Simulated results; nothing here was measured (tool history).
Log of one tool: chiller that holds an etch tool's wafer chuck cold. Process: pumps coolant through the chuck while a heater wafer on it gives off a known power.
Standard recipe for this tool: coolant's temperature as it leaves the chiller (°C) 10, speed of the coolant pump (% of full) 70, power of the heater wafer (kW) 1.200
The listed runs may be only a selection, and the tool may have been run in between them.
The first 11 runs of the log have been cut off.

run,day,coolant's temperature as it leaves the chiller (°C),speed of the coolant pump (% of full),power of the heater wafer (kW),chuck's temperature once it has settled (°C),how much warmer the coolant comes back (C)
12,26.425,10,70,1.200,20.0,5.35
13,28.996,10,70,1.296,21.1,5.79
14,31.088,10,70,1.296,21.2,5.82
15,34.654,10,70,1.200,20.3,5.34
16,36.704,3,68,1.200,13.6,5.48
17,39.688,3,98,0.753,8.3,2.39
18,41.292,12,92,1.209,20.4,4.11
19,43.783,12,92,1.209,20.5,4.02
20,46.700,15,92,1.209,23.4,4.07
# day 47.075: chiller's thermometer calibrated
21,48.446,10,64,1.605,25.3,7.91
22,52.092,6,83,0.961,13.9,3.60
23,54.292,10,86,1.325,20.0,4.80
24,56.400,16,86,1.091,24.4,3.86
25,59.375,9,92,1.091,17.2,3.63
# day 60.729: chiller's thermometer calibrated, once more
26,60.975,19,64,0.849,26.6,4.24
27,64.675,10,70,0.908,17.7,4.02
28,67.612,11,78,1.239,20.4,4.97
29,69.688,10,95,1.647,20.4,5.38
30,73.000,17,63,0.868,25.0,4.38

Here are 4 independent what-if runs from the current tool condition. What would each one return?
A,75.225,18,89,0.756,?,?
B,75.225,0,89,1.200,?,?
C,75.225,2,92,1.002,?,?
D,75.225,4,70,1.200,?,?

run,chuck's temperature once it has settled (°C),how much warmer the coolant comes back (C)
A,23.1,2.64
B,8.2,4.20
C,8.7,3.41
D,14.2,5.44
Stripped of hidden state, with their random variation kept, the same runs would have yielded:
run,chuck's temperature once it has settled (°C),how much warmer the coolant comes back (C)
A,22.7,2.49
B,7.4,3.97
C,8.1,3.23
D,13.3,5.15

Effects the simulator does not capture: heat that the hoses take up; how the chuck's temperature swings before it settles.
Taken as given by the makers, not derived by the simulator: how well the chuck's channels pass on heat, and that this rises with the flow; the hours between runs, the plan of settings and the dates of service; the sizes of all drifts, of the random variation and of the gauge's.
